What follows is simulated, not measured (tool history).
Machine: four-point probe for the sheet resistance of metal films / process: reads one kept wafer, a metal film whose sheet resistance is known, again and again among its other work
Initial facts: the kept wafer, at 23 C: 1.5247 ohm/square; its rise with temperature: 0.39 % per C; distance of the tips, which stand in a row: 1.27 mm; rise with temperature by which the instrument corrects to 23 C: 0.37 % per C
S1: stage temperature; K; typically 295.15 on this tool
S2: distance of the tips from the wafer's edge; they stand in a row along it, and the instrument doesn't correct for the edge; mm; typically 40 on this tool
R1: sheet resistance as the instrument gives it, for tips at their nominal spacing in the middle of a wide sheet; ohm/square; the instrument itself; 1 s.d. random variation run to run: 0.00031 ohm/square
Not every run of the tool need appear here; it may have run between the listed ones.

run	hour	S1	S2	R1
1	0.0	295.15	40	1.526177
2	25.8	295.15	40	1.526004
3	47.9	295.15	40	1.525405
4	71.2	295.15	40	1.525407
5	89.4	295.15	40	1.525930
6	117.3	302.15	40	1.527571
7	137.3	302.15	40	1.527261
8	152.7	298.15	40	1.526074
9	171.7	298.15	40	1.525822
10	188.2	298.15	40	1.526324
11	202.3	295.15	5	1.575796
12	216.1	299.15	5	1.576776
13	234.8	299.15	5	1.576336
14	263.5	295.15	59	1.524346
15	284.9	295.15	59	1.524679
16	315.4	295.15	59	1.524263
17	343.6	295.15	59	1.524293
18	358.9	295.15	59	1.523948
19	379.2	295.15	40	1.524511
20	403.1	295.15	40	1.524865
21	426.4	295.15	40	1.524972
22	449.8	295.15	30	1.524703
23	469.4	295.15	30	1.525178
24	484.9	298.15	10	1.537192
25	505.1	301.15	68	1.525176

Forecast run 26:
26	522.0	301.15	68	?

Run 26 gave R1 1.525488 ohm/square.
On a tool with no hidden condition, and with the same random variation, this run would have come out at R1 1.526676 ohm/square.
